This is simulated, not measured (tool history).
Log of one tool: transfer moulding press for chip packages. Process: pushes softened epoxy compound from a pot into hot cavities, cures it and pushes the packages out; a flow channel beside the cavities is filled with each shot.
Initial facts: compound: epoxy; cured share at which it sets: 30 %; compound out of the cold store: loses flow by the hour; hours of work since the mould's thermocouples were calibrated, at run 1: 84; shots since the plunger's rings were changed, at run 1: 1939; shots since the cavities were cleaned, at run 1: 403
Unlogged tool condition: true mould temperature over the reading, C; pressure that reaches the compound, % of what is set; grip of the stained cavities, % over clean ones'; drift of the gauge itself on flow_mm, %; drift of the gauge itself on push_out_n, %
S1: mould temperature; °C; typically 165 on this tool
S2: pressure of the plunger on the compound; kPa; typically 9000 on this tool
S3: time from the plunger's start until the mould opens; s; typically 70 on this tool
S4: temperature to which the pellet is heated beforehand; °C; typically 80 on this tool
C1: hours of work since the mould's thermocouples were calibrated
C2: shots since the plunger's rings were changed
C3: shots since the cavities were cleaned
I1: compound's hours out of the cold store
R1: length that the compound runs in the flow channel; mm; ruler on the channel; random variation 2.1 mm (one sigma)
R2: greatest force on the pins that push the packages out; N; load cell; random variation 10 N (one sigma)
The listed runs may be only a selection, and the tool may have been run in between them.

{"run": 1, "hour": 0.0, "S1": 165, "S2": 9000, "S3": 70, "S4": 80, "C1": 84, "C2": 1939, "C3": 403, "I1": 42.7, "R1": 899, "R2": 586}
{"hour": 4.9, "done": "cavities cleaned with cleaning compound and waxed"}
{"hour": 37.9, "done": "cavities cleaned with cleaning compound and waxed"}
{"run": 2, "hour": 49.0, "S1": 165, "S2": 9000, "S3": 70, "S4": 80, "C1": 108, "C2": 2538, "C3": 144, "I1": 20.4, "R1": 962, "R2": 521}
{"hour": 66.4, "done": "plunger's sealing rings changed"}
{"hour": 74.1, "done": "cavities cleaned with cleaning compound and waxed"}
{"run": 3, "hour": 80.5, "S1": 165, "S2": 9000, "S3": 70, "S4": 80, "C1": 123, "C2": 163, "C3": 83, "I1": 38.6, "R1": 931, "R2": 481}
{"run": 4, "hour": 104.3, "S1": 167, "S2": 9000, "S3": 70, "S4": 80, "C1": 136, "C2": 474, "C3": 394, "I1": 25.7, "R1": 963, "R2": 537}
{"hour": 110.6, "done": "cavities cleaned with cleaning compound and waxed"}
{"run": 5, "hour": 128.0, "S1": 167, "S2": 9000, "S3": 70, "S4": 80, "C1": 147, "C2": 763, "C3": 227, "I1": 17.9, "R1": 986, "R2": 492}
{"hour": 144.5, "done": "cavities cleaned with cleaning compound and waxed"}
{"run": 6, "hour": 162.6, "S1": 165, "S2": 9000, "S3": 99, "S4": 80, "C1": 165, "C2": 1194, "C3": 236, "I1": 29.6, "R1": 951, "R2": 424}
{"hour": 178.8, "done": "cavities cleaned with cleaning compound and waxed"}
{"run": 7, "hour": 189.0, "S1": 165, "S2": 9000, "S3": 70, "S4": 80, "C1": 178, "C2": 1518, "C3": 133, "I1": 30.9, "R1": 940, "R2": 530}
{"hour": 213.0, "done": "cavities cleaned with cleaning compound and waxed"}
{"run": 8, "hour": 240.0, "S1": 167, "S2": 9000, "S3": 70, "S4": 80, "C1": 205, "C2": 2163, "C3": 352, "I1": 35.2, "R1": 910, "R2": 568}
{"hour": 248.7, "done": "cavities cleaned with cleaning compound and waxed"}
{"run": 9, "hour": 266.3, "S1": 167, "S2": 9000, "S3": 70, "S4": 80, "C1": 218, "C2": 2485, "C3": 229, "I1": 44.8, "R1": 883, "R2": 501}
{"hour": 284.4, "done": "cavities cleaned with cleaning compound and waxed"}
{"hour": 289.6, "done": "plunger's sealing rings changed"}
{"run": 10, "hour": 301.4, "S1": 167, "S2": 9000, "S3": 70, "S4": 80, "C1": 234, "C2": 154, "C3": 189, "I1": 13.1, "R1": 1005, "R2": 502}
{"hour": 320.7, "done": "cavities cleaned with cleaning compound and waxed"}
{"hour": 353.6, "done": "cavities cleaned with cleaning compound and waxed"}
{"run": 11, "hour": 353.6, "S1": 167, "S2": 9000, "S3": 70, "S4": 80, "C1": 261, "C2": 795, "C3": 0, "I1": 32.4, "R1": 936, "R2": 419}
{"hour": 388.4, "done": "cavities cleaned with cleaning compound and waxed"}
{"run": 12, "hour": 405.8, "S1": 167, "S2": 9000, "S3": 70, "S4": 80, "C1": 288, "C2": 1455, "C3": 227, "I1": 32.0, "R1": 929, "R2": 517}
{"hour": 425.3, "done": "cavities cleaned with cleaning compound and waxed"}
{"run": 13, "hour": 446.7, "S1": 165, "S2": 9000, "S3": 70, "S4": 80, "C1": 309, "C2": 1968, "C3": 280, "I1": 27.1, "R1": 945, "R2": 575}
{"hour": 461.0, "done": "cavities cleaned with cleaning compound and waxed"}
{"run": 14, "hour": 479.8, "S1": 165, "S2": 9000, "S3": 69, "S4": 82, "C1": 326, "C2": 2379, "C3": 245, "I1": 17.3, "R1": 976, "R2": 581}
{"hour": 497.5, "done": "cavities cleaned with cleaning compound and waxed"}
{"hour": 507.7, "done": "mould's thermocouples calibrated"}
{"hour": 514.5, "done": "plunger's sealing rings changed"}
{"run": 15, "hour": 529.3, "S1": 165, "S2": 9000, "S3": 69, "S4": 82, "C1": 10, "C2": 194, "C3": 356, "I1": 16.5, "R1": 1005, "R2": 659}
{"hour": 538.3, "done": "cavities cleaned with cleaning compound and waxed"}
{"hour": 573.4, "done": "cavities cleaned with cleaning compound and waxed"}
{"run": 16, "hour": 576.6, "S1": 165, "S2": 9000, "S3": 54, "S4": 80, "C1": 34, "C2": 770, "C3": 41, "I1": 27.7, "R1": 958, "R2": 998}
{"hour": 608.2, "done": "cavities cleaned with cleaning compound and waxed"}
{"run": 17, "hour": 610.4, "S1": 169, "S2": 10440, "S3": 70, "S4": 73, "C1": 51, "C2": 1191, "C3": 28, "I1": 26.6, "R1": 1019, "R2": 442}
{"run": 18, "hour": 634.9, "S1": 169, "S2": 10440, "S3": 70, "S4": 73, "C1": 64, "C2": 1510, "C3": 347, "I1": 46.7, "R1": 950, "R2": 518}
{"hour": 645.5, "done": "cavities cleaned with cleaning compound and waxed"}
{"hour": 679.9, "done": "cavities cleaned with cleaning compound and waxed"}
{"run": 19, "hour": 687.0, "S1": 169, "S2": 9000, "S3": 61, "S4": 80, "C1": 90, "C2": 2150, "C3": 93, "I1": 14.3, "R1": 975, "R2": 538}
{"hour": 713.9, "done": "cavities cleaned with cleaning compound and waxed"}
{"run": 20, "hour": 724.4, "S1": 161, "S2": 6900, "S3": 56, "S4": 78, "C1": 109, "C2": 2618, "C3": 138, "I1": 38.0, "R1": 804, "R2": 1203}
{"hour": 737.8, "done": "plunger's sealing rings changed"}
{"hour": 751.3, "done": "cavities cleaned with cleaning compound and waxed"}
{"run": 21, "hour": 775.8, "S1": 161, "S2": 6900, "S3": 56, "S4": 78, "C1": 135, "C2": 475, "C3": 318, "I1": 46.0, "R1": 803, "R2": 1448}
{"hour": 786.4, "done": "cavities cleaned with cleaning compound and waxed"}
{"run": 22, "hour": 805.7, "S1": 161, "S2": 6900, "S3": 56, "S4": 78, "C1": 150, "C2": 845, "C3": 251, "I1": 45.3, "R1": 801, "R2": 1368}
{"hour": 819.9, "done": "cavities cleaned with cleaning compound and waxed"}
{"run": 23, "hour": 832.0, "S1": 161, "S2": 6900, "S3": 56, "S4": 78, "C1": 163, "C2": 1169, "C3": 158, "I1": 18.5, "R1": 874, "R2": 1384}
{"hour": 854.1, "done": "cavities cleaned with cleaning compound and waxed"}
{"run": 24, "hour": 856.4, "S1": 165, "S2": 9000, "S3": 69, "S4": 80, "C1": 175, "C2": 1466, "C3": 29, "I1": 15.0, "R1": 992, "R2": 527}
{"hour": 887.8, "done": "cavities cleaned with cleaning compound and waxed"}
{"run": 25, "hour": 890.1, "S1": 169, "S2": 9000, "S3": 70, "S4": 73, "C1": 192, "C2": 1886, "C3": 30, "I1": 34.9, "R1": 908, "R2": 410}

Alternative continuations, all from the tool just after run 25; predict every row:
{"hour": 922.6, "done": "cavities cleaned with cleaning compound and waxed"}
{"run": "A", "hour": 930.5, "S1": 162, "S2": 9580, "S3": 70, "S4": 74, "C1": 213, "C2": 2393, "C3": 103, "I1": 46.8, "R1": "?", "R2": "?"}
{"hour": 922.6, "done": "cavities cleaned with cleaning compound and waxed"}
{"run": "B", "hour": 930.5, "S1": 165, "S2": 9000, "S3": 70, "S4": 76, "C1": 213, "C2": 2393, "C3": 103, "I1": 22.9, "R1": "?", "R2": "?"}
{"hour": 922.6, "done": "cavities cleaned with cleaning compound and waxed"}
{"run": "C", "hour": 930.5, "S1": 167, "S2": 9000, "S3": 87, "S4": 80, "C1": 213, "C2": 2393, "C3": 103, "I1": 31.5, "R1": "?", "R2": "?"}
{"hour": 922.6, "done": "cavities cleaned with cleaning compound and waxed"}
{"run": "D", "hour": 930.5, "S1": 160, "S2": 7100, "S3": 103, "S4": 73, "C1": 213, "C2": 2393, "C3": 103, "I1": 20.1, "R1": "?", "R2": "?"}

run=A R1=917 R2=626
run=B R1=954 R2=522
run=C R1=921 R2=384
run=D R1=871 R2=402
With no hidden state in the tool, these same runs would have given:
run=A R1=947 R2=572
run=B R1=985 R2=477
run=C R1=951 R2=346
run=D R1=899 R2=364

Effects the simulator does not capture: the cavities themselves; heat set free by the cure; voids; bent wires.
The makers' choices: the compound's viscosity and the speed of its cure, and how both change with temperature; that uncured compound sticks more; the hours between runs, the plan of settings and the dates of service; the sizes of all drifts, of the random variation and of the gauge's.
